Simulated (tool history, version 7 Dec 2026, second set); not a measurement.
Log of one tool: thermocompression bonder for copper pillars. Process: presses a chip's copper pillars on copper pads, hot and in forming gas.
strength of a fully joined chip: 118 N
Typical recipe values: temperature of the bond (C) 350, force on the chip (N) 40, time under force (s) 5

run,hour,temperature of the bond (C),force on the chip (N),time under force (s),force that shears a chip off (N)
1,0.0,350,40,5,74.1
2,25.0,350,40,5,73.9
3,48.8,350,40,5,74.3
4,67.5,350,40,9,86.8
5,84.6,350,40,5,74.3
6,114.5,350,40,5,74.0
7,135.2,350,40,5,74.3
8,169.6,350,40,5,74.2
9,210.5,350,30,5,61.4
10,233.2,350,40,5,74.1
11,272.4,350,40,5,74.3
12,297.6,323,40,5,63.3
13,325.4,323,40,5,63.3
14,354.0,350,40,9,86.8
15,387.7,347,40,9,85.3
16,422.2,347,40,9,85.7
17,443.2,347,40,9,85.7
18,462.7,347,40,9,85.5
19,485.0,347,40,9,85.7
20,518.8,350,40,4,69.6
21,535.6,350,40,8,84.0
22,562.1,350,40,8,84.4
23,597.2,350,40,8,84.2
24,632.7,350,40,8,84.4
25,668.4,322,51,7,80.9
26,692.5,322,51,7,80.7
27,726.4,322,51,7,81.0
28,760.9,368,58,15,111.3
29,802.0,368,58,15,111.6
30,835.8,327,57,10,94.9
31,862.0,374,57,3,87.9
32,893.6,374,57,3,87.7
33,917.3,374,57,3,87.8
34,947.3,354,52,3,76.5
35,980.9,338,52,13,100.0
36,1016.6,334,59,12,101.5
37,1049.6,369,52,7,98.6
38,1086.2,367,60,5,97.1
39,1109.5,345,36,10,82.7
40,1140.9,377,26,10,79.8

Not shown here: 2 entries made in the log between runs. Locate each between two listed runs and compare the hidden state at the listed run before it with the hidden state at the listed run after it:
Runs 10 to 11: forming gas filter changed (hour 246.6)
  oxide that the forming gas leaves, % of the face: 0.58 -> 0.5
Runs 39 to 40: forming gas filter changed (hour 1128.9)
  oxide that the forming gas leaves, % of the face: 0.58 -> 0.5
